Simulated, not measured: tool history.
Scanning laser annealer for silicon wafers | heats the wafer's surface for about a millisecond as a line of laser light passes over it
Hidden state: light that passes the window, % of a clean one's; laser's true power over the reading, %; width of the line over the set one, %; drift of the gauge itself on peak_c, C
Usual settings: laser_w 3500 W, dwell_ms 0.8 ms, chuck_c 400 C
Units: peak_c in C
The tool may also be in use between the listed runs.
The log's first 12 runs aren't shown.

| run | hour | laser_w | dwell_ms | chuck_c | hours of work since the window was cleaned | hours of work since the power meter was calibrated | hours of work since the optics were aligned | peak_c |
|---|---|---|---|---|---|---|---|---|
| 13 | 349.7 | 3508 | 0.8 | 400 | 77 | 1103 | 112 | 1204 |
| 14 | 370.3 | 3508 | 0.714 | 400 | 92 | 1118 | 127 | 1154 |
| 15 | 389.8 | 3508 | 0.714 | 400 | 106 | 1132 | 141 | 1157 |
| 16 | 416.7 | 3500 | 0.788 | 400 | 125 | 1151 | 160 | 1194 |
| 17 | 442 | 3500 | 0.788 | 400 | 143 | 1169 | 178 | 1194 |
| 18 | 469.3 | 3123 | 0.727 | 417 | 163 | 1188 | 198 | 1085 |
| 19 | 494.6 | 3600 | 0.568 | 389 | 181 | 1206 | 216 | 1072 |
| 20 | 515 | 3080 | 0.64 | 422 | 195 | 1221 | 230 | 1036 |
|  | 520 | laser's power meter calibrated |
| 21 | 535.9 | 3080 | 0.64 | 422 | 208 | 11 | 243 | 1034 |
| 22 | 556.3 | 3080 | 0.64 | 422 | 223 | 26 | 258 | 1035 |
| 23 | 579.9 | 3222 | 0.8 | 437 | 239 | 43 | 275 | 1159 |
|  | 585.2 | laser's power meter calibrated, once more |
| 24 | 604.3 | 3222 | 0.8 | 437 | 255 | 14 | 290 | 1164 |
| 25 | 634.6 | 3215 | 0.948 | 435 | 276 | 35 | 312 | 1223 |
| 26 | 655.4 | 3823 | 0.697 | 400 | 291 | 50 | 326 | 1216 |
| 27 | 683.1 | 3358 | 0.565 | 400 | 311 | 70 | 346 | 1030 |
| 28 | 703.1 | 3493 | 0.635 | 376 | 325 | 84 | 360 | 1074 |
| 29 | 718.2 | 3350 | 0.923 | 400 | 336 | 95 | 371 | 1212 |
| 30 | 733.2 | 3350 | 0.923 | 400 | 347 | 106 | 382 | 1212 |
| 31 | 764.7 | 3500 | 0.884 | 400 | 369 | 128 | 404 | 1232 |

4 ways to go on from here, each from the tool as it stands after run 31. What would each give?
| A | 794.9 | 3011 | 0.884 | 400 | 391 | 150 | 426 | ? |
| B | 794.9 | 3209 | 0.925 | 401 | 391 | 150 | 426 | ? |
| C | 794.9 | 3534 | 0.884 | 400 | 391 | 150 | 426 | ? |
| D | 794.9 | 3831 | 0.828 | 400 | 391 | 150 | 426 | ? |

| run | peak_c |
|---|---|
| A | 1104 |
| B | 1176 |
| C | 1237 |
| D | 1285 |
Without the tool's hidden state the same runs would have given:
| run | peak_c |
|---|---|
| A | 1127 |
| B | 1200 |
| C | 1264 |
| D | 1313 |
